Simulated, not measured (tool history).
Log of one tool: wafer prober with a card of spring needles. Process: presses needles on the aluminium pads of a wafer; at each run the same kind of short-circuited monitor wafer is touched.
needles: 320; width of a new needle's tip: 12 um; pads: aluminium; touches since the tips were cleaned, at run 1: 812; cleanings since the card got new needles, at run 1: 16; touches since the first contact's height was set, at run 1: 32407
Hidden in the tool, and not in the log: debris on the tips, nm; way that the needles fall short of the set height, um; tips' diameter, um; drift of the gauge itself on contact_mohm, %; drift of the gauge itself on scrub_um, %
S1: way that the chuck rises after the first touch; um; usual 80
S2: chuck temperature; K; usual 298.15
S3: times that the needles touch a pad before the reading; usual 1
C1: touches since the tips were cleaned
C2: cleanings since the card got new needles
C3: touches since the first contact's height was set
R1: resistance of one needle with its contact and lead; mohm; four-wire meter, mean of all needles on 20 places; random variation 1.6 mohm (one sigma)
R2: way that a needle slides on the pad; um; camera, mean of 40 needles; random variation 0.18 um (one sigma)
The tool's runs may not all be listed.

| run | hour | S1 | S2 | S3 | C1 | C2 | C3 | R1 | R2 |
|---|---|---|---|---|---|---|---|---|---|
| 1 | 0 | 80 | 298.15 | 1 | 812 | 16 | 32407 | 180 | 17.94 |
|  | 5.5 | tips cleaned on abrasive film |
| 2 | 8 | 80 | 303.15 | 1 | 442 | 17 | 33810 | 220 | 18.29 |
|  | 16.1 | tips cleaned on abrasive film |
| 3 | 17.2 | 80 | 303.15 | 1 | 200 | 18 | 35410 | 169 | 18.09 |
| 4 | 23 | 80 | 322.15 | 1 | 1233 | 18 | 36443 | 193 | 18.1 |
|  | 26.8 | tips cleaned on abrasive film |
| 5 | 30.2 | 80 | 322.15 | 1 | 600 | 19 | 37691 | 181 | 18.06 |
|  | 37.3 | tips cleaned on abrasive film |
| 6 | 37.7 | 80 | 322.15 | 1 | 71 | 20 | 39003 | 169 | 17.84 |
|  | 47.3 | tips cleaned on abrasive film |
| 7 | 49.6 | 80 | 298.15 | 1 | 408 | 21 | 41098 | 175 | 17.97 |
|  | 55.4 | tips cleaned on abrasive film, once more |
| 8 | 60.6 | 80 | 298.15 | 1 | 933 | 22 | 43023 | 185 | 18.17 |
|  | 65.5 | tips cleaned on abrasive film |
| 9 | 68.2 | 80 | 298.15 | 1 | 485 | 23 | 44342 | 173 | 18.22 |
| 10 | 74.2 | 80 | 298.15 | 1 | 1552 | 23 | 45409 | 196 | 17.85 |
|  | 75.5 | tips cleaned on abrasive film |
| 11 | 80.8 | 80 | 298.15 | 1 | 945 | 24 | 46554 | 186 | 18.03 |
|  | 85.4 | tips cleaned on abrasive film |
| 12 | 91.4 | 80 | 298.15 | 1 | 1053 | 25 | 48406 | 182 | 17.65 |
|  | 95.9 | tips cleaned on abrasive film |
| 13 | 100.1 | 80 | 298.15 | 1 | 751 | 26 | 49939 | 181 | 17.97 |
| 14 | 105.6 | 80 | 298.15 | 1 | 1720 | 26 | 50908 | 198 | 18.04 |
|  | 106.7 | tips cleaned on abrasive film |
| 15 | 110.9 | 78 | 298.15 | 1 | 742 | 27 | 51827 | 182 | 17.27 |
| 16 | 116.1 | 78 | 298.15 | 1 | 1661 | 27 | 52746 | 199 | 17.54 |
|  | 117.3 | tips cleaned on abrasive film |
| 17 | 122.4 | 89 | 307.15 | 1 | 887 | 28 | 53831 | 184 | 19.81 |
|  | 127.4 | tips cleaned on abrasive film |
| 18 | 134.6 | 63 | 328.15 | 2 | 1266 | 29 | 55976 | 194 | 13.77 |
|  | 137.5 | tips cleaned on abrasive film |
| 19 | 143.2 | 65 | 366.15 | 2 | 1019 | 30 | 57484 | 201 | 14.42 |
|  | 147.6 | tips cleaned on abrasive film |
| 20 | 154.8 | 83 | 300.15 | 2 | 1265 | 31 | 59513 | 178 | 18.7 |
|  | 157.8 | tips cleaned on abrasive film |
| 21 | 166.4 | 74 | 300.15 | 2 | 1527 | 32 | 61554 | 186 | 16.11 |
|  | 168.3 | tips cleaned on abrasive film |
| 22 | 173.1 | 74 | 300.15 | 2 | 847 | 33 | 62710 | 177 | 16.19 |
|  | 178.9 | tips cleaned on abrasive film |
| 23 | 184.1 | 88 | 305.15 | 2 | 925 | 34 | 64641 | 173 | 19.77 |
|  | 189.5 | tips cleaned on abrasive film |
| 24 | 189.7 | 93 | 304.15 | 1 | 35 | 35 | 65622 | 163 | 20.53 |
|  | 199.5 | tips cleaned on abrasive film |
| 25 | 202.4 | 93 | 304.15 | 1 | 501 | 36 | 67840 | 170 | 21.08 |
|  | 210.1 | tips cleaned on abrasive film |
| 26 | 214.4 | 91 | 375.15 | 1 | 764 | 37 | 69946 | 186 | 20.2 |
|  | 220.2 | tips cleaned on abrasive film |
| 27 | 220.2 | 91 | 375.15 | 1 | 0 | 38 | 70964 | 177 | 20.06 |
|  | 230.2 | tips cleaned on abrasive film |
| 28 | 233.1 | 97 | 307.15 | 2 | 509 | 39 | 73218 | 166 | 21.69 |
|  | 240.4 | tips cleaned on abrasive film |
| 29 | 244.6 | 90 | 319.15 | 1 | 747 | 40 | 75241 | 179 | 19.68 |
|  | 250.8 | tips cleaned on abrasive film |
| 30 | 251.3 | 80 | 298.15 | 2 | 91 | 41 | 76399 | 162 | 17.45 |
|  | 261.2 | tips cleaned on abrasive film |
| 31 | 261.6 | 66 | 329.15 | 1 | 59 | 42 | 78200 | 171 | 14.24 |
|  | 272.1 | tips cleaned on abrasive film |
| 32 | 273.5 | 66 | 329.15 | 1 | 235 | 43 | 80285 | 185 | 14.28 |

Forecast each of these 5 alternatives for the next run:
|  | 282 | tips cleaned on abrasive film |
| A | 282 | 80 | 314.15 | 2 | 0 | 44 | 81786 | ? | ? |
|  | 282 | tips cleaned on abrasive film |
| B | 282 | 68 | 317.15 | 2 | 0 | 44 | 81786 | ? | ? |
|  | 282 | tips cleaned on abrasive film |
| C | 282 | 90 | 313.15 | 2 | 0 | 44 | 81786 | ? | ? |
|  | 282 | tips cleaned on abrasive film |
| D | 282 | 80 | 361.15 | 1 | 0 | 44 | 81786 | ? | ? |
|  | 282 | tips cleaned on abrasive film |
| E | 282 | 72 | 324.15 | 2 | 0 | 44 | 81786 | ? | ? |

| run | R1 | R2 |
|---|---|---|
| A | 165 | 17.73 |
| B | 169 | 14.82 |
| C | 164 | 19.23 |
| D | 172 | 17.44 |
| E | 168 | 15.41 |
Without the tool's hidden state the same runs would have given:
| run | R1 | R2 |
|---|---|---|
| A | 162 | 18.84 |
| B | 165 | 15.93 |
| C | 161 | 20.3 |
| D | 167 | 18.54 |
| E | 164 | 16.49 |
